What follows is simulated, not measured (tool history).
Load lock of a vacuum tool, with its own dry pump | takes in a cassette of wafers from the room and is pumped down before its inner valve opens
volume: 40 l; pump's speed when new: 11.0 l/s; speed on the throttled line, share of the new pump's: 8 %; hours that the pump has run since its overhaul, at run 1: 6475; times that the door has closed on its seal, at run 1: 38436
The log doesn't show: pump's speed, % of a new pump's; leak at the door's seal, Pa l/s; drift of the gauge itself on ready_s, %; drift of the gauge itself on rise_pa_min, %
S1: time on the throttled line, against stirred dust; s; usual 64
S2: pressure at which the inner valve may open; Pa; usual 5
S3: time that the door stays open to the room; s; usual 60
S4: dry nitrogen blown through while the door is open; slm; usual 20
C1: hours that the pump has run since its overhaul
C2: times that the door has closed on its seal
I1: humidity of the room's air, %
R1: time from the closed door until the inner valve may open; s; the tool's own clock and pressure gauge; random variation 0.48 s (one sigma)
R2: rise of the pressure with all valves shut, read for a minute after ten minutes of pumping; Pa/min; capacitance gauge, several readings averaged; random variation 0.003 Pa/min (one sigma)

run,day,S1,S2,S3,S4,C1,C2,I1,R1,R2
1,0,64,5,60,20,6475,38436,47.3,99.2,0.261
2,21.662,64,5,60,20,6995,40002,47.3,99.2,0.277
3,34.792,64,5,60,20,7310,40950,49.9,100.2,0.291
4,51.192,64,5,60,20,7704,42136,46.4,100.3,0.295
5,61.779,64,5,60,20,7958,42901,45.8,100.9,0.304
6,75.204,64,5,110,20,8280,43871,45,101.5,0.323
7,89.5,37,5,155,20,8623,44904,41.3,76.8,0.328
8,108.362,64,5,60,13,9076,46268,50.8,102.6,0.34
9,119.879,64,5,60,13,9352,47100,45.3,103.2,0.349
10,133.217,82,5,60,6,9672,48064,43.4,118.3,0.378
11,146.129,82,5,60,6,9982,48997,44.5,118.7,0.382

4 ways to go on from here, each from the tool as it stands after run 11. What would each give?
A,158.992,53,5,60,10,10291,49927,44.2,?,?
B,158.992,65,5,143,5,10291,49927,48.3,?,?
C,158.992,102,5,60,27,10291,49927,45.8,?,?
D,158.992,82,5,26,6,10291,49927,43.8,?,?

run,R1,R2
A,92,0.388
B,104.5,0.414
C,137.1,0.365
D,118.6,0.387
Without the tool's hidden state the same runs would have given:
run,R1,R2
A,84.3,0.041
B,96.8,0.071
C,130.3,0.02
D,111.3,0.041
